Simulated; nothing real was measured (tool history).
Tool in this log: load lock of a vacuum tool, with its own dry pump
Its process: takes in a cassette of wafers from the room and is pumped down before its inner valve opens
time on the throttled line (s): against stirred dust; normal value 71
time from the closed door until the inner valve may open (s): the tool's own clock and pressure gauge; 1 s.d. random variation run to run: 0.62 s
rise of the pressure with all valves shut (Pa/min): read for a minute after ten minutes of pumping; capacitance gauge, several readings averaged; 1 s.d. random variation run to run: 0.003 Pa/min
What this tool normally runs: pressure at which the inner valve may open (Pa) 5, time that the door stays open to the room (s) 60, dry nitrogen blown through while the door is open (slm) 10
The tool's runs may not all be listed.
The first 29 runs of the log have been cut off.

run,hour,time on the throttled line (s),pressure at which the inner valve may open (Pa),time that the door stays open to the room (s),dry nitrogen blown through while the door is open (slm),"incoming humidity of the room's air, %",time from the closed door until the inner valve may open (s),rise of the pressure with all valves shut (Pa/min)
30,3645.6,82,6,45,5,45.0,126.7,0.192
31,3828.8,125,9,56,5,46.7,159.9,0.201
32,4001.4,125,9,56,5,44.7,158.0,0.218
33,4103.0,40,9,144,5,43.3,90.6,0.248
34,4233.2,116,5,60,16,44.0,153.7,0.200
35,4429.5,116,5,60,16,44.4,155.9,0.203
36,4575.9,71,5,87,10,45.4,118.5,0.228
37,4713.0,71,5,87,10,44.9,118.9,0.227

Here are 3 independent what-if runs from the current tool condition. What would each one return?
A,4893.6,71,6,112,10,43.5,?,?
B,4893.6,71,5,152,4,44.8,?,?
C,4893.6,71,7,66,35,49.1,?,?

run,time from the closed door until the inner valve may open (s),rise of the pressure with all valves shut (Pa/min)
A,117.7,0.246
B,118.8,0.272
C,116.0,0.207
Without the tool's unlogged condition, the same runs would have read:
run,time from the closed door until the inner valve may open (s),rise of the pressure with all valves shut (Pa/min)
A,114.0,0.072
B,114.8,0.099
C,112.2,0.036
